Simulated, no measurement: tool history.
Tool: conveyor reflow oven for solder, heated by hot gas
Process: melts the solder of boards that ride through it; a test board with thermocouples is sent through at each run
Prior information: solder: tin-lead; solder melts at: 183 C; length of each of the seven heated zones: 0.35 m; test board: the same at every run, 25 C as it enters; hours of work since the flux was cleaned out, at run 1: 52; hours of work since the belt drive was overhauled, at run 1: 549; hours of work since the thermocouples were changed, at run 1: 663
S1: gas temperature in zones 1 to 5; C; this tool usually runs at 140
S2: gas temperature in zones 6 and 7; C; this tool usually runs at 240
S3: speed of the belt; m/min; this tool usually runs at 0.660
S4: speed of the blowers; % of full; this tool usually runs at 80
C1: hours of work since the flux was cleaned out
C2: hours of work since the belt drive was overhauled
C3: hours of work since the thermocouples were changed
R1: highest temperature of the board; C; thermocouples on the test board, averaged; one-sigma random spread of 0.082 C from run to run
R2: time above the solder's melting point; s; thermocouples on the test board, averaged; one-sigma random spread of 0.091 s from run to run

run   hour   S1   S2     S3  S4  C1   C2   C3      R1     R2
  1    0.0  140  240  0.660  80  52  549  663  222.55  51.74
  2   24.4  140  240  0.660  80  63  560  674  222.36  51.73
  3   45.9  140  240  0.660  80  73  570  684  222.39  51.81
  4   81.3  140  240  0.660  80  89  586  700  222.23  51.60
      89.4  -- flux residue cleaned out of gas plates and filters
  5  115.0  140  240  0.660  85  12  600  713  223.15  52.09
  6  148.3  145  240  0.660  85  27  615  729  223.73  54.13
  7  172.6  141  252  0.566  50  38  626  740  230.40  65.79
     188.7  -- flux residue cleaned out of gas plates and filters, once more
  8  213.0  141  252  0.566  50  11  642  756  231.22  66.28
  9  244.4  140  241  0.660  64  26  657  770  219.87  50.05
 10  269.8  140  241  0.786  64  37  668  782  212.76  36.76
 11  288.7  151  230  0.660  82  46  677  791  216.60  52.21

Some steps in R1 between neighbouring runs. How much of each would the tool show without its hidden state too (settings, what came in, random variation), and how much is left for the hidden state, with any gauge scatter that isn't in both results?
Hidden state present: heat that the gas passes to the board, % of a clean oven's; belt's true speed, % of the reading; true gas temperature in zones 6 and 7 over the reading, C; drift of the gauge itself on peak_c, C; drift of the gauge itself on liquid_s, %.
Run 7 -> 8: flux residue cleaned out of gas plates and filters, once more. R1 +0.82 C: hidden state +0.82, all else +0.00.
Run 8 -> 9: S1 141 -> 140, S2 252 -> 241, S3 0.566 -> 0.660, S4 50 -> 64. R1 -11.35 C: hidden state -0.14, all else -11.21.
